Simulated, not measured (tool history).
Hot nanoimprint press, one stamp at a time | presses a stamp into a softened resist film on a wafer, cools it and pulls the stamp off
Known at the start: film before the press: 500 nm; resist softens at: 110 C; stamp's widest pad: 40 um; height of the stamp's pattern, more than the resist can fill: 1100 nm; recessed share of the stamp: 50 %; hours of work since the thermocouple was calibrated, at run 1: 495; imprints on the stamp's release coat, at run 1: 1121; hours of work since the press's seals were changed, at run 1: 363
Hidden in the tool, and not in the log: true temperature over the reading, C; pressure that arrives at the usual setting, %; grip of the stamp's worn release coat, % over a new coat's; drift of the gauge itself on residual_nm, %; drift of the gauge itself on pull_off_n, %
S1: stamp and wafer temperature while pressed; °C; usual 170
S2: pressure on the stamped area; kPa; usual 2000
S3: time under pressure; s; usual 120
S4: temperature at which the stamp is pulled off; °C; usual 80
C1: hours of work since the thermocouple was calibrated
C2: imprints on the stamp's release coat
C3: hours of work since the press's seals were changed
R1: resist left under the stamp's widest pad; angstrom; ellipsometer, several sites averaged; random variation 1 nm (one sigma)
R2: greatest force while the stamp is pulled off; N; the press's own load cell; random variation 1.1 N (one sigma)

run,hour,S1,S2,S3,S4,C1,C2,C3,R1,R2
1,0.0,170,2000,120,80,495,1121,363,1813,133
2,12.4,170,2000,120,80,502,1162,369,1826,133
3,27.8,170,2000,120,80,510,1212,377,1818,134
4,44.3,170,2000,120,80,518,1267,386,1822,130
5,57.9,170,2000,120,80,525,1312,393,1804,134
6,75.4,170,2000,120,80,534,1369,402,1810,135
# hour 79.7: plate thermocouple calibrated
7,89.1,170,2000,120,80,5,1405,408,1746,132
# hour 113.3: stamp cleaned and given a new release coat
8,117.3,170,2000,120,80,16,14,419,1750,119
# hour 123.9: plate thermocouple calibrated, once more
9,131.0,170,2000,120,80,4,49,425,1984,124
10,145.4,170,2000,120,80,11,96,432,1981,126
11,157.6,170,2000,120,80,18,137,439,1981,128
12,169.2,172,2000,120,75,24,175,445,1836,138
13,180.1,172,2000,120,75,29,211,450,1832,139
14,199.6,172,1490,69,75,39,275,460,2571,139
15,220.8,173,1600,156,85,50,345,471,1743,119
16,238.4,164,2000,120,69,59,403,481,2524,152
17,250.6,164,2000,120,69,66,443,487,2533,155
18,269.1,168,1440,120,86,75,505,496,2439,117

Run 19 comes next. What will it give?
19,279.5,163,2000,120,67,81,539,502,?,?

{"run 19": {"R1": 2626, "R2": 158}}
Without the tool's hidden state the same run would have given R1 2595 angstrom, R2 152 N.

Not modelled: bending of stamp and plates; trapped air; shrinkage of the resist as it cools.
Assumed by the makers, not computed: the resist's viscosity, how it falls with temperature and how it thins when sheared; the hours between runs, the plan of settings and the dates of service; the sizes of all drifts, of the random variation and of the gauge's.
